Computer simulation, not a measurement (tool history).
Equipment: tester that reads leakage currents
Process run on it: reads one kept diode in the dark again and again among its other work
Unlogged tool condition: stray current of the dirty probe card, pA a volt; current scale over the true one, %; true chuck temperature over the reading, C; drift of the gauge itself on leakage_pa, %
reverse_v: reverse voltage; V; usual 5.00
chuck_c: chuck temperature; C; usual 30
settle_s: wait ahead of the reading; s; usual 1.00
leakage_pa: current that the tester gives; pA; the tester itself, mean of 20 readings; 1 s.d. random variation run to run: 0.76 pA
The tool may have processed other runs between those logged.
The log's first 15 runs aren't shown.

run	day	reverse_v	chuck_c	settle_s	hours of work since the probe card was cleaned	hours of work since the tester was calibrated	hours of work since the chuck was calibrated	leakage_pa
16	15.233	5.00	41	1.00	251	1137	243	532.87
17	16.058	5.00	24	1.00	266	1153	259	163.85
18	16.808	5.22	24	1.00	281	1167	273	165.85
19	17.567	5.22	24	1.00	295	1181	287	166.30
20	18.654	5.22	24	1.00	316	1202	308	166.57
21	19.346	10.39	34	0.49	329	1215	321	439.14
22	20.579	10.39	36	0.45	352	1238	344	508.40
23	21.554	10.39	36	0.45	370	1257	363	505.90
24	22.379	10.39	36	0.45	386	1273	378	504.53
25	23.562	6.53	36	0.45	409	1295	401	425.31
26	24.512	6.53	36	0.45	427	1313	419	423.10
27	25.312	10.05	24	1.00	442	1328	434	214.03
28	26.646	10.05	56	0.91	467	1353	459	1778.81
29	27.442	5.00	33	1.00	482	1368	474	309.61
30	28.558	1.69	49	1.00	503	1390	495	590.24
31	29.325	1.69	49	1.00	518	1404	510	587.17
32	30.233	4.77	30	0.43	535	1421	527	247.89
33	31.054	13.73	45	0.31	550	1437	543	1019.26
34	32.342	5.55	21	7.75	575	1461	567	135.57
35	33.158	5.55	31	2.78	590	1477	583	280.84
36	34.500	1.34	52	4.20	616	1502	608	650.60
37	35.488	4.96	28	2.07	635	1521	627	217.15
38	36.250	4.96	28	2.07	649	1535	641	216.94
39	36.992	5.00	30	0.95	663	1549	655	251.22

Forecast each of these 5 alternatives for the next run:
A	38.129	2.85	47	1.48	685	1571	677	?
B	38.129	19.62	55	4.92	685	1571	677	?
C	38.129	1.43	46	7.86	685	1571	677	?
D	38.129	2.62	30	3.46	685	1571	677	?
E	38.129	2.34	30	0.95	685	1571	677	?

run	leakage_pa
A	636.38
B	2169.92
C	456.08
D	196.45
E	188.45
Without the tool's unlogged condition, the same runs would have read:
run	leakage_pa
A	635.90
B	2168.23
C	455.74
D	196.27
E	188.28
